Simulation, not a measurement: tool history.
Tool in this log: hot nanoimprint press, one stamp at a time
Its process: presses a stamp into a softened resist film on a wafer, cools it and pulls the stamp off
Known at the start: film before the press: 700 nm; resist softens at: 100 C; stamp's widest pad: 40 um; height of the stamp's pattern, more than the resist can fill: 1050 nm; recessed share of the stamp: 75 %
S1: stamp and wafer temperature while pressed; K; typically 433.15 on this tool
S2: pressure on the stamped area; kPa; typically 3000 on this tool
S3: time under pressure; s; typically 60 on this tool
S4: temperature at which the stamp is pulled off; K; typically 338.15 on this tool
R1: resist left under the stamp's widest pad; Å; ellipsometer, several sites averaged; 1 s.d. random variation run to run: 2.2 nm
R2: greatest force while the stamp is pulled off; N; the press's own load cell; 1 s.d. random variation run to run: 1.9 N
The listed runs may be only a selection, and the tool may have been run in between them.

run     day      S1    S2   S3      S4    R1   R2
  1       0  433.15  3000   60  338.15  3840  161
  2     1.3  433.15  3000  116  338.15  3013  162
      3.171  -- stamp cleaned and given a new release coat
  3   3.242  433.15  3000  116  338.15  2973  139
  4   4.858  433.15  3000   60  338.15  3796  139
  5   6.962  433.15  3000   60  338.15  3800  141
  6     8.8  433.15  3000   60  338.15  3781  140
  7  10.217  433.15  3000   60  338.15  3782  144
  8  12.429  433.15  3250   60  338.15  3669  142
  9  14.262  433.15  3250   60  338.15  3652  149
 10  16.588  433.15  3250   60  338.15  3635  157
 11   18.35  433.15  3250   60  338.15  3610  153
 12  19.783  433.15  3000   60  338.15  3732  154
 13   21.85  433.15  3000   60  338.15  3743  157
     23.225  -- press's hydraulic seals changed and the load cell set to zero
     23.925  -- plate thermocouple calibrated
 14   24.15  433.15  3000   60  338.15  3576  157
 15  25.421  433.15  3000   60  338.15  3566  158

The next listed run, before its measurement:
 16  27.512  433.15  3000  60  338.15   ?   ?

{"run 16": {"R1": 3548, "R2": 161}}
With the hidden condition absent and the run-to-run variation left alone, this run would have shown R1 3944 Å, R2 140 N.
